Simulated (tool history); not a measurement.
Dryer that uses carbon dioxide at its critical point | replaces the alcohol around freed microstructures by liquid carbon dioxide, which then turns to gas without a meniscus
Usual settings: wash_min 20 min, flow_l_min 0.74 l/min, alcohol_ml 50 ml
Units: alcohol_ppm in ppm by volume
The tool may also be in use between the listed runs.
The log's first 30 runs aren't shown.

run	hour	wash_min	flow_l_min	alcohol_ml	hours of work since the filter was changed	hours of work since the purifier's bed was changed	alcohol_ppm
31	188.6	27	0.488	34	275	158	232
32	196.6	22	0.838	62	279	162	105
33	202.3	24	0.698	115	282	165	208
# hour 209.7: inlet filter changed
34	211.9	21	0.927	89	1	169	82
35	216.9	32	0.621	50	4	172	62
36	221.7	32	0.621	50	6	174	76
37	229.8	14	0.74	50	10	178	581
38	236.2	16	0.452	106	13	181	3687
39	240.7	16	0.452	106	15	183	3716
40	247.8	16	0.452	106	19	187	3679
41	256.3	16	0.452	59	23	191	2032
42	262.2	16	0.452	59	26	194	2090
43	269.5	32	1.043	21	29	198	65
44	274.5	20	0.772	25	32	200	101
45	281.4	24	1.245	40	35	203	65
46	287.9	20	0.74	39	39	207	145

3 ways to go on from here, each from the tool as it stands after run 46. What would each give?
A	295.7	30	0.49	50	42	211	?
B	295.7	23	0.74	21	42	211	?
C	295.7	22	1.148	39	42	211	?

run	alcohol_ppm
A	180
B	85
C	64
Without the tool's hidden state the same runs would have given:
run	alcohol_ppm
A	112
B	21
C	2
